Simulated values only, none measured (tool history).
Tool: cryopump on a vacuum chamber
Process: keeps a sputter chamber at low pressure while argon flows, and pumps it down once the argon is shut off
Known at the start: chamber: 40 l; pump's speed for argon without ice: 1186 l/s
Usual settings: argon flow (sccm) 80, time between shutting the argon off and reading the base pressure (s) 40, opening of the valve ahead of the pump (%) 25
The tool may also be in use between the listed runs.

run   hour  argon flow (sccm)  time between shutting the argon off and reading the base pressure (s)  opening of the valve ahead of the pump (%)  pressure while argon flows (Pa)  pressure after the wait (uPa)
  1      0                 80                                                                     40                                          25                           0.4603                           4.83
  2     25                 80                                                                     44                                          25                           0.4603                           4.63
  3     41                 80                                                                     44                                          25                           0.4566                           4.68
  4   64.7                 80                                                                     44                                          25                           0.4568                           4.65
  5     80                120                                                                     40                                          25                           0.6916                           4.78
  6  107.7                120                                                                     40                                          25                           0.6951                           4.93
  7  129.7                 80                                                                     40                                          25                           0.4629                           5.12
  8    149                 80                                                                     40                                          25                           0.4613                            4.9
  9  170.8                 80                                                                     40                                          25                           0.4633                           5.21
 10  193.3                 80                                                                     40                                          25                           0.4621                           5.16
 11  209.7                 80                                                                     40                                          25                           0.4646                           4.93
 12    222                 80                                                                     40                                          25                           0.4645                           5.13
 13  239.2                 80                                                                     40                                          60                           0.2014                            5.3
 14  265.9                106                                                                     40                                          25                           0.6151                           5.27
 15  283.9                 34                                                                    223                                          25                           0.1966                           2.76
 16  306.6                 34                                                                    223                                          25                           0.1985                           2.89
 17  323.5                 99                                                                     40                                          21                           0.6855                           5.33
 18  336.6                 80                                                                     40                                          43                           0.2754                           5.37
 19  366.2                 95                                                                     44                                          43                           0.3284                           5.03
 20  389.7                 68                                                                     44                                          23                           0.4322                            5.2
 21  415.2                 68                                                                     44                                          40                           0.2526                           5.36
 22  435.3                 68                                                                     44                                          40                           0.2522                           5.12
 23  462.6                154                                                                     44                                          42                           0.5503                           5.22
 24  475.4                154                                                                     44                                          42                           0.5506                           5.34
 25  487.8                154                                                                    254                                          31                           0.7401                           3.09

Forecast each of these 5 alternatives for the next run:
  A  501.6                 45                                                                    170                                          31                                ?                              ?
  B  501.6                154                                                                    198                                          58                                ?                              ?
  C  501.6                 92                                                                    279                                          17                                ?                              ?
  D  501.6                154                                                                    100                                          31                                ?                              ?
  E  501.6                 80                                                                     40                                          59                                ?                              ?

run  pressure while argon flows (Pa)  pressure after the wait (uPa)
  A                           0.2159                           3.27
  B                           0.4076                           3.25
  C                           0.7914                           3.14
  D                           0.7381                           3.78
  E                           0.2072                           5.71
Without the tool's hidden state the same runs would have given:
run  pressure while argon flows (Pa)  pressure after the wait (uPa)
  A                           0.2075                           0.91
  B                           0.3788                           0.85
  C                           0.7741                            0.7
  D                           0.7093                            1.4
  E                           0.1923                           3.29

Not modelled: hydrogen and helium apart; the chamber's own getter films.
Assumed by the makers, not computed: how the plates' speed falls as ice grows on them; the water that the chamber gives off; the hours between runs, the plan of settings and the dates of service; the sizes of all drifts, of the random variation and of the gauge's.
